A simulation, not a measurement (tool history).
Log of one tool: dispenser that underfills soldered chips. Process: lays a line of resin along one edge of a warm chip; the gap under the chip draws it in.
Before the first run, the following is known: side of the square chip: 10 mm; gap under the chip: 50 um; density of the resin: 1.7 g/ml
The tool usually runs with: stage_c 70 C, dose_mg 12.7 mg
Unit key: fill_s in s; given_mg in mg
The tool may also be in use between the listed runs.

{"run": 1, "hour": 0.0, "stage_c": 70, "dose_mg": 12.7, "fill_s": 67.4, "given_mg": 12.69}
{"run": 2, "hour": 4.1, "stage_c": 70, "dose_mg": 12.7, "fill_s": 77.4, "given_mg": 12.62}
{"hour": 5.8, "done": "new syringe of resin"}
{"run": 3, "hour": 12.0, "stage_c": 70, "dose_mg": 12.7, "fill_s": 57.9, "given_mg": 12.57}
{"run": 4, "hour": 19.9, "stage_c": 70, "dose_mg": 11.2, "fill_s": 78.4, "given_mg": 10.97}
{"hour": 22.2, "done": "new syringe of resin"}
{"run": 5, "hour": 28.1, "stage_c": 70, "dose_mg": 11.4, "fill_s": 57.5, "given_mg": 11.16}
{"run": 6, "hour": 33.7, "stage_c": 70, "dose_mg": 11.4, "fill_s": 69.9, "given_mg": 11.17}
{"hour": 39.0, "done": "new syringe of resin"}
{"run": 7, "hour": 43.7, "stage_c": 70, "dose_mg": 12.7, "fill_s": 54.6, "given_mg": 12.29}
{"run": 8, "hour": 50.8, "stage_c": 70, "dose_mg": 12.7, "fill_s": 71.1, "given_mg": 12.18}
{"hour": 55.4, "done": "new syringe of resin"}
{"run": 9, "hour": 58.0, "stage_c": 70, "dose_mg": 12.7, "fill_s": 50.7, "given_mg": 12.11}
{"run": 10, "hour": 65.6, "stage_c": 70, "dose_mg": 15.6, "fill_s": 63.5, "given_mg": 14.92}
{"hour": 71.9, "done": "new syringe of resin"}
{"run": 11, "hour": 74.4, "stage_c": 70, "dose_mg": 14.2, "fill_s": 51.2, "given_mg": 13.43}
{"run": 12, "hour": 82.3, "stage_c": 70, "dose_mg": 12.7, "fill_s": 68.5, "given_mg": 12.01}
{"hour": 85.7, "done": "dispensing valve cleaned and set on the balance"}
{"run": 13, "hour": 87.5, "stage_c": 70, "dose_mg": 12.7, "fill_s": 76.4, "given_mg": 12.74}
{"hour": 89.6, "done": "new syringe of resin"}
{"run": 14, "hour": 95.6, "stage_c": 70, "dose_mg": 12.7, "fill_s": 57.5, "given_mg": 12.59}
{"run": 15, "hour": 103.3, "stage_c": 70, "dose_mg": 12.7, "fill_s": 74.4, "given_mg": 12.59}
{"hour": 106.1, "done": "new syringe of resin"}
{"run": 16, "hour": 112.4, "stage_c": 70, "dose_mg": 12.7, "fill_s": 59.1, "given_mg": 12.49}
{"run": 17, "hour": 117.4, "stage_c": 70, "dose_mg": 12.7, "fill_s": 70.6, "given_mg": 12.45}
{"hour": 122.5, "done": "new syringe of resin"}
{"run": 18, "hour": 123.4, "stage_c": 70, "dose_mg": 12.7, "fill_s": 48.8, "given_mg": 12.37}
{"run": 19, "hour": 131.9, "stage_c": 70, "dose_mg": 12.7, "fill_s": 64.0, "given_mg": 12.34}
{"hour": 138.7, "done": "new syringe of resin"}
{"run": 20, "hour": 138.7, "stage_c": 61, "dose_mg": 13.6, "fill_s": 65.3, "given_mg": 13.18}
{"run": 21, "hour": 145.0, "stage_c": 77, "dose_mg": 11.3, "fill_s": 47.4, "given_mg": 10.95}
{"run": 22, "hour": 153.0, "stage_c": 81, "dose_mg": 14.8, "fill_s": 51.9, "given_mg": 14.11}
{"hour": 155.5, "done": "new syringe of resin"}
{"run": 23, "hour": 162.0, "stage_c": 82, "dose_mg": 14.8, "fill_s": 37.5, "given_mg": 14.09}
{"run": 24, "hour": 168.8, "stage_c": 59, "dose_mg": 13.9, "fill_s": 108.4, "given_mg": 13.11}
{"hour": 171.6, "done": "new syringe of resin"}
{"hour": 174.8, "done": "dispensing valve cleaned and set on the balance"}
{"run": 25, "hour": 175.2, "stage_c": 70, "dose_mg": 15.1, "fill_s": 49.8, "given_mg": 15.03}
{"run": 26, "hour": 182.7, "stage_c": 73, "dose_mg": 15.8, "fill_s": 58.8, "given_mg": 15.63}
{"hour": 189.2, "done": "new syringe of resin"}
{"run": 27, "hour": 192.0, "stage_c": 70, "dose_mg": 15.8, "fill_s": 50.9, "given_mg": 15.59}
{"run": 28, "hour": 198.3, "stage_c": 65, "dose_mg": 12.7, "fill_s": 76.4, "given_mg": 12.48}
{"run": 29, "hour": 203.1, "stage_c": 64, "dose_mg": 15.7, "fill_s": 90.4, "given_mg": 15.34}
{"hour": 205.4, "done": "new syringe of resin"}
{"run": 30, "hour": 209.9, "stage_c": 58, "dose_mg": 14.6, "fill_s": 83.6, "given_mg": 14.21}
{"run": 31, "hour": 217.0, "stage_c": 57, "dose_mg": 13.5, "fill_s": 112.8, "given_mg": 13.05}
{"hour": 222.1, "done": "new syringe of resin"}
{"run": 32, "hour": 223.3, "stage_c": 63, "dose_mg": 13.0, "fill_s": 63.1, "given_mg": 12.59}
{"run": 33, "hour": 228.0, "stage_c": 73, "dose_mg": 16.1, "fill_s": 49.4, "given_mg": 15.49}
{"run": 34, "hour": 236.7, "stage_c": 59, "dose_mg": 10.8, "fill_s": 121.8, "given_mg": 10.32}
{"hour": 238.6, "done": "new syringe of resin"}
{"run": 35, "hour": 244.5, "stage_c": 80, "dose_mg": 14.6, "fill_s": 40.3, "given_mg": 13.98}
{"run": 36, "hour": 254.1, "stage_c": 80, "dose_mg": 14.6, "fill_s": 55.3, "given_mg": 13.83}

What would each run have given without the hidden state, its run-to-run variation left as it was?
The hidden state here: resin's viscosity, % of fresh resin's; dose that the valve gives, % of what is set; true chip temperature over the reading, C; drift of the gauge itself on fill_s, %; drift of the gauge itself on given_mg, %.
run=1 fill_s=45.6 given_mg=12.72
run=2 fill_s=45.6 given_mg=12.68
run=3 fill_s=45.8 given_mg=12.69
run=4 fill_s=47.4 given_mg=11.14
run=5 fill_s=46.3 given_mg=11.40
run=6 fill_s=46.4 given_mg=11.45
run=7 fill_s=44.7 given_mg=12.69
run=8 fill_s=45.7 given_mg=12.64
run=9 fill_s=45.3 given_mg=12.62
run=10 fill_s=44.0 given_mg=15.64
run=11 fill_s=44.8 given_mg=14.16
run=12 fill_s=45.5 given_mg=12.73
run=13 fill_s=44.3 given_mg=12.75
run=14 fill_s=46.3 given_mg=12.66
run=15 fill_s=46.0 given_mg=12.73
run=16 fill_s=45.6 given_mg=12.70
run=17 fill_s=46.0 given_mg=12.70
run=18 fill_s=46.1 given_mg=12.67
run=19 fill_s=45.1 given_mg=12.71
run=20 fill_s=63.1 given_mg=13.63
run=21 fill_s=36.8 given_mg=11.37
run=22 fill_s=31.1 given_mg=14.74
run=23 fill_s=29.3 given_mg=14.82
run=24 fill_s=67.3 given_mg=13.85
run=25 fill_s=44.7 given_mg=15.08
run=26 fill_s=40.8 given_mg=15.76
run=27 fill_s=44.7 given_mg=15.81
run=28 fill_s=54.0 given_mg=12.71
run=29 fill_s=54.1 given_mg=15.66
run=30 fill_s=69.1 given_mg=14.58
run=31 fill_s=73.1 given_mg=13.45
run=32 fill_s=58.4 given_mg=13.02
run=33 fill_s=39.2 given_mg=16.09
run=34 fill_s=70.8 given_mg=10.78
run=35 fill_s=32.1 given_mg=14.68
run=36 fill_s=31.6 given_mg=14.62

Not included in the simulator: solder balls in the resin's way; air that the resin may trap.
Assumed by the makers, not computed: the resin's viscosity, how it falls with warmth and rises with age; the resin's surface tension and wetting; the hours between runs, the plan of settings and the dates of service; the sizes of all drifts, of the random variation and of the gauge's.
